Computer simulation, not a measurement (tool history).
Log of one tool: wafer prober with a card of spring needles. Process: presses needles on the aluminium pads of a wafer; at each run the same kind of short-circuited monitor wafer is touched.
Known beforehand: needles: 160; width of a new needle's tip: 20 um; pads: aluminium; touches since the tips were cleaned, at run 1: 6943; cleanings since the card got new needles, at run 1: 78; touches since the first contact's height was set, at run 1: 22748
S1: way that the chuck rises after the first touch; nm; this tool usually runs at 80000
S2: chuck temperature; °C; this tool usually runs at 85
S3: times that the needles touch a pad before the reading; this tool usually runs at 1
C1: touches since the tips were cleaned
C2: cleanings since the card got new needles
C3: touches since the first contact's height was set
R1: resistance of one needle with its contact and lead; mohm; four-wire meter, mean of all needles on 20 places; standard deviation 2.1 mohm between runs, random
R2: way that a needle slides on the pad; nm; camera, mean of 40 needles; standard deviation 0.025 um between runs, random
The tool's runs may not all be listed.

run,day,S1,S2,S3,C1,C2,C3,R1,R2
1,0.000,80000,85,1,6943,78,22748,229,13590
# day 0.217: tips cleaned on abrasive film
# day 1.100: tips cleaned on abrasive film
2,1.717,80000,85,3,5676,80,38527,229,13560
# day 2.062: tips cleaned on abrasive film
# day 3.038: tips cleaned on abrasive film
3,3.617,80000,85,3,5366,82,56007,230,13560
# day 3.925: tips cleaned on abrasive film
# day 4.875: tips cleaned on abrasive film
4,4.875,80000,85,3,0,84,67541,227,13520
# day 5.912: tips cleaned on abrasive film
5,6.675,80000,85,2,7017,85,84136,228,13490
# day 6.883: tips cleaned on abrasive film
# day 7.808: tips cleaned on abrasive film
# day 8.667: tips cleaned on abrasive film
6,8.762,80000,85,1,886,88,103329,228,13490
# day 9.588: tips cleaned on abrasive film
7,10.258,80000,85,1,6201,89,117083,228,13490
# day 10.475: tips cleaned on abrasive film
# day 11.500: tips cleaned on abrasive film
# day 12.517: tips cleaned on abrasive film
8,12.729,80000,85,1,1952,92,139807,228,13410
# day 13.571: tips cleaned on abrasive film
# day 14.525: tips cleaned on abrasive film
9,15.342,80000,85,1,7548,94,163882,226,13370
# day 15.562: tips cleaned on abrasive film
# day 16.450: tips cleaned on abrasive film
# day 16.462: height of the first contact set anew
10,16.983,80000,85,1,4807,96,4807,228,13350
# day 17.371: tips cleaned on abrasive film
# day 18.267: tips cleaned on abrasive film
# day 19.229: tips cleaned on abrasive film
11,19.625,80000,85,1,3641,99,29100,227,13400
# day 20.121: tips cleaned on abrasive film
# day 21.029: tips cleaned on abrasive film
12,21.596,80000,85,1,5252,101,47265,230,13330
# day 21.988: tips cleaned on abrasive film
# day 22.938: tips cleaned on abrasive film
# day 23.804: tips cleaned on abrasive film
13,24.571,80000,85,1,7070,104,74599,227,13270
# day 24.712: tips cleaned on abrasive film
# day 25.658: tips cleaned on abrasive film
14,26.054,80000,85,1,3675,106,88245,229,13260
# day 26.700: tips cleaned on abrasive film
# day 27.550: gauge calibrated
# day 27.729: tips cleaned on abrasive film
15,27.804,61000,85,3,690,108,104317,229,10340
# day 28.683: tips cleaned on abrasive film
# day 29.542: tips cleaned on abrasive film
# day 30.450: tips cleaned on abrasive film
16,30.471,74000,65,1,162,111,128842,224,12510
# day 31.321: tips cleaned on abrasive film
17,31.762,74000,65,1,4079,112,140752,224,12490
# day 32.379: tips cleaned on abrasive film
# day 33.408: tips cleaned on abrasive film
18,33.892,74000,65,1,4476,114,160342,225,12480
# day 34.271: tips cleaned on abrasive film
# day 35.167: tips cleaned on abrasive film
# day 35.317: height of the first contact set anew
# day 36.171: tips cleaned on abrasive film
19,36.429,80000,64,1,2377,117,10234,224,13510
# day 37.100: tips cleaned on abrasive film
# day 38.075: tips cleaned on abrasive film
20,38.679,69000,64,1,5562,119,30924,225,11570
# day 39.071: tips cleaned on abrasive film
# day 40.083: tips cleaned on abrasive film
21,40.254,69000,111,2,1588,121,45416,233,11570
# day 41.012: tips cleaned on abrasive film
# day 42.004: tips cleaned on abrasive film
# day 42.875: tips cleaned on abrasive film
22,42.875,69000,111,2,0,124,69503,234,11540
# day 43.788: tips cleaned on abrasive film
# day 44.746: tips cleaned on abrasive film
23,44.746,69000,50,1,0,126,86716,221,11540
# day 45.700: tips cleaned on abrasive film
# day 46.742: tips cleaned on abrasive film
24,47.438,69000,50,1,6408,128,111491,223,11510
# day 47.654: tips cleaned on abrasive film
# day 48.654: tips cleaned on abrasive film
25,49.217,69000,50,1,5200,130,127883,222,11540
# day 49.575: tips cleaned on abrasive film
# day 50.483: tips cleaned on abrasive film
# day 51.458: tips cleaned on abrasive film
26,51.479,82000,85,2,183,133,148662,226,13650
# day 52.329: tips cleaned on abrasive film
# day 53.208: tips cleaned on abrasive film
27,53.958,97000,85,2,6907,135,171471,223,16090
# day 54.175: tips cleaned on abrasive film
# day 54.188: height of the first contact set anew
# day 55.108: tips cleaned on abrasive film
28,55.792,97000,85,2,6318,137,14773,226,16050

Alternative continuations, all from the tool just after run 28; predict every row:
# day 55.971: tips cleaned on abrasive film
# day 56.892: tips cleaned on abrasive film
# day 57.817: tips cleaned on abrasive film
A,58.638,74000,35,1,7563,140,40948,?,?
# day 55.971: tips cleaned on abrasive film
# day 56.892: tips cleaned on abrasive film
# day 57.817: tips cleaned on abrasive film
B,58.638,85000,85,2,7563,140,40948,?,?
# day 55.971: tips cleaned on abrasive film
# day 56.892: tips cleaned on abrasive film
# day 57.817: tips cleaned on abrasive film
C,58.638,66000,48,2,7563,140,40948,?,?
# day 55.971: tips cleaned on abrasive film
# day 56.892: tips cleaned on abrasive film
# day 57.817: tips cleaned on abrasive film
D,58.638,99000,33,1,7563,140,40948,?,?
# day 55.971: tips cleaned on abrasive film
# day 56.892: tips cleaned on abrasive film
# day 57.817: tips cleaned on abrasive film
E,58.638,69000,115,2,7563,140,40948,?,?

run,R1,R2
A,216,12240
B,226,14010
C,222,10940
D,213,16350
E,240,11420
Without the tool's unlogged condition, the same runs would have read:
run,R1,R2
A,216,12550
B,226,14370
C,221,11220
D,213,16770
E,239,11710

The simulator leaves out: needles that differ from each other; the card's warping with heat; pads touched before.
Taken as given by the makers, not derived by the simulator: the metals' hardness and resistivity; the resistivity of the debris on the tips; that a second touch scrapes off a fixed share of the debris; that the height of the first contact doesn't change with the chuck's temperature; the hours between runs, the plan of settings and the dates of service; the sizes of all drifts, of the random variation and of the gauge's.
